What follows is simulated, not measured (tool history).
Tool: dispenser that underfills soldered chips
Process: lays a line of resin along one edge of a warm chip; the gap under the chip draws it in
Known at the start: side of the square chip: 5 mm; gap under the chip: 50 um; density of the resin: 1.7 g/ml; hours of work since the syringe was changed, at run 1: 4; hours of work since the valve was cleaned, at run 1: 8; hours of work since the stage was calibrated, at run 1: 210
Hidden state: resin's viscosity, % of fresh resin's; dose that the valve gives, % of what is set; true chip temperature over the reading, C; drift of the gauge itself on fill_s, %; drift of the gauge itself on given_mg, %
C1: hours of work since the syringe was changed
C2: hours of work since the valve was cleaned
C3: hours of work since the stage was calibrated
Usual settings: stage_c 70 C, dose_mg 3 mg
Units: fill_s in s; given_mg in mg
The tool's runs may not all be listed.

run 1 hour=0 | stage_c=70 dose_mg=3 | C1=4 C2=8 C3=210 | fill_s=31.4 given_mg=2.998
-- hour=2.4 new syringe of resin
run 2 hour=7.6 | stage_c=70 dose_mg=3 | C1=4 C2=14 C3=215 | fill_s=30.3 given_mg=2.989
-- hour=10.3 new syringe of resin
-- hour=18.2 new syringe of resin
run 3 hour=22.1 | stage_c=70 dose_mg=3 | C1=3 C2=24 C3=225 | fill_s=29.5 given_mg=2.952
-- hour=26.4 new syringe of resin
run 4 hour=32.3 | stage_c=70 dose_mg=2.89 | C1=4 C2=31 C3=232 | fill_s=32.1 given_mg=2.842
-- hour=34.3 new syringe of resin
-- hour=42.3 new syringe of resin
run 5 hour=45.7 | stage_c=70 dose_mg=2.89 | C1=2 C2=40 C3=241 | fill_s=30.1 given_mg=2.819
-- hour=50.6 new syringe of resin
-- hour=58.7 new syringe of resin
run 6 hour=59.7 | stage_c=70 dose_mg=2.89 | C1=1 C2=50 C3=251 | fill_s=28.6 given_mg=2.802
-- hour=67.2 new syringe of resin
run 7 hour=68.5 | stage_c=70 dose_mg=2.89 | C1=1 C2=56 C3=257 | fill_s=27.8 given_mg=2.793
-- hour=75.9 new syringe of resin
run 8 hour=81.5 | stage_c=70 dose_mg=2.89 | C1=4 C2=65 C3=266 | fill_s=31.6 given_mg=2.782
-- hour=84.3 new syringe of resin
-- hour=91.1 dispensing valve cleaned and set on the balance
-- hour=94.2 new syringe of resin
run 9 hour=95.8 | stage_c=70 dose_mg=3 | C1=1 C2=3 C3=275 | fill_s=28.5 given_mg=2.987
-- hour=103 new syringe of resin
run 10 hour=107.5 | stage_c=70 dose_mg=3 | C1=3 C2=11 C3=283 | fill_s=29.4 given_mg=2.981
-- hour=111.3 new syringe of resin
-- hour=119.3 new syringe of resin
run 11 hour=122.1 | stage_c=70 dose_mg=3.61 | C1=2 C2=21 C3=293 | fill_s=27.6 given_mg=3.566
-- hour=128.1 new syringe of resin
run 12 hour=130.8 | stage_c=70 dose_mg=3.61 | C1=2 C2=27 C3=299 | fill_s=28 given_mg=3.555
-- hour=136.6 new syringe of resin
-- hour=144.6 new syringe of resin
run 13 hour=144.6 | stage_c=70 dose_mg=3.61 | C1=0 C2=37 C3=309 | fill_s=26.2 given_mg=3.529
-- hour=152.6 new syringe of resin
run 14 hour=157.8 | stage_c=70 dose_mg=3.61 | C1=4 C2=46 C3=318 | fill_s=30.3 given_mg=3.511
-- hour=160.5 new syringe of resin
run 15 hour=167 | stage_c=70 dose_mg=3.61 | C1=5 C2=53 C3=325 | fill_s=31.4 given_mg=3.481
-- hour=169.3 new syringe of resin
run 16 hour=176.6 | stage_c=70 dose_mg=3.54 | C1=5 C2=59 C3=331 | fill_s=32.2 given_mg=3.406
-- hour=178.1 new syringe of resin
-- hour=187.3 new syringe of resin
run 17 hour=190.1 | stage_c=70 dose_mg=3 | C1=2 C2=69 C3=341 | fill_s=28.2 given_mg=2.882
-- hour=193.4 dispensing valve cleaned and set on the balance
-- hour=196.3 new syringe of resin
run 18 hour=201.9 | stage_c=68 dose_mg=3.74 | C1=4 C2=6 C3=348 | fill_s=33.1 given_mg=3.711
-- hour=204.2 new syringe of resin
-- hour=212.3 new syringe of resin
run 19 hour=215 | stage_c=59 dose_mg=3.05 | C1=2 C2=15 C3=357 | fill_s=51.3 given_mg=3.003
-- hour=220.1 new syringe of resin
run 20 hour=221.9 | stage_c=71 dose_mg=3.77 | C1=1 C2=20 C3=362 | fill_s=25.7 given_mg=3.712
-- hour=227.9 new syringe of resin
run 21 hour=234.8 | stage_c=84 dose_mg=3.58 | C1=5 C2=29 C3=371 | fill_s=15.4 given_mg=3.508
-- hour=235.9 new syringe of resin
-- hour=244.7 new syringe of resin
run 22 hour=246.6 | stage_c=72 dose_mg=2.68 | C1=1 C2=37 C3=379 | fill_s=26.5 given_mg=2.613
-- hour=253 new syringe of resin
run 23 hour=256.2 | stage_c=72 dose_mg=2.68 | C1=2 C2=43 C3=386 | fill_s=26.8 given_mg=2.594
-- hour=261.5 new syringe of resin
-- hour=270.1 new syringe of resin
run 24 hour=271.3 | stage_c=78 dose_mg=2.88 | C1=1 C2=54 C3=396 | fill_s=19.9 given_mg=2.763
-- hour=278.3 new syringe of resin
run 25 hour=285.2 | stage_c=58 dose_mg=3.76 | C1=5 C2=64 C3=406 | fill_s=57.3 given_mg=3.592
-- hour=286.2 new syringe of resin
-- hour=294.7 new syringe of resin
-- hour=295.7 dispensing valve cleaned and set on the balance
run 26 hour=296.6 | stage_c=64 dose_mg=3.76 | C1=1 C2=1 C3=413 | fill_s=36.4 given_mg=3.77
-- hour=303.8 new syringe of resin
run 27 hour=305 | stage_c=67 dose_mg=3.86 | C1=1 C2=6 C3=419 | fill_s=31.1 given_mg=3.868
-- hour=311.6 new syringe of resin
run 28 hour=316.8 | stage_c=62 dose_mg=3.63 | C1=4 C2=15 C3=427 | fill_s=45.9 given_mg=3.604
-- hour=319.9 new syringe of resin
run 29 hour=324.6 | stage_c=58 dose_mg=3.04 | C1=3 C2=20 C3=432 | fill_s=55.6 given_mg=3.011
-- hour=328 new syringe of resin
-- hour=336.1 new syringe of resin
run 30 hour=337.4 | stage_c=58 dose_mg=3.04 | C1=1 C2=29 C3=441 | fill_s=52 given_mg=2.993
-- hour=344.2 new syringe of resin
-- hour=352.1 new syringe of resin
run 31 hour=352.1 | stage_c=58 dose_mg=3.04 | C1=0 C2=39 C3=451 | fill_s=49.8 given_mg=2.98
-- hour=361.1 new syringe of resin
run 32 hour=363.5 | stage_c=58 dose_mg=3.04 | C1=2 C2=47 C3=459 | fill_s=53.8 given_mg=2.951
-- hour=369.6 new syringe of resin
run 33 hour=371.8 | stage_c=84 dose_mg=3.19 | C1=2 C2=53 C3=465 | fill_s=13.7 given_mg=3.089

3 ways to go on from here, each from the tool as it stands after run 33. What would each give?
-- hour=377.7 new syringe of resin
run A hour=380.4 | stage_c=83 dose_mg=3.81 | C1=2 C2=59 C3=471 | fill_s=? given_mg=?
-- hour=377.7 new syringe of resin
run B hour=380.4 | stage_c=66 dose_mg=3 | C1=2 C2=59 C3=471 | fill_s=? given_mg=?
-- hour=377.7 new syringe of resin
run C hour=380.4 | stage_c=68 dose_mg=3.16 | C1=2 C2=59 C3=471 | fill_s=? given_mg=?

run=A fill_s=13.6 given_mg=3.677
run=B fill_s=35.3 given_mg=2.897
run=C fill_s=31.8 given_mg=3.041
Without the tool's hidden state the same runs would have given:
run=A fill_s=13.1 given_mg=3.814
run=B fill_s=34.1 given_mg=3.005
run=C fill_s=30.8 given_mg=3.154

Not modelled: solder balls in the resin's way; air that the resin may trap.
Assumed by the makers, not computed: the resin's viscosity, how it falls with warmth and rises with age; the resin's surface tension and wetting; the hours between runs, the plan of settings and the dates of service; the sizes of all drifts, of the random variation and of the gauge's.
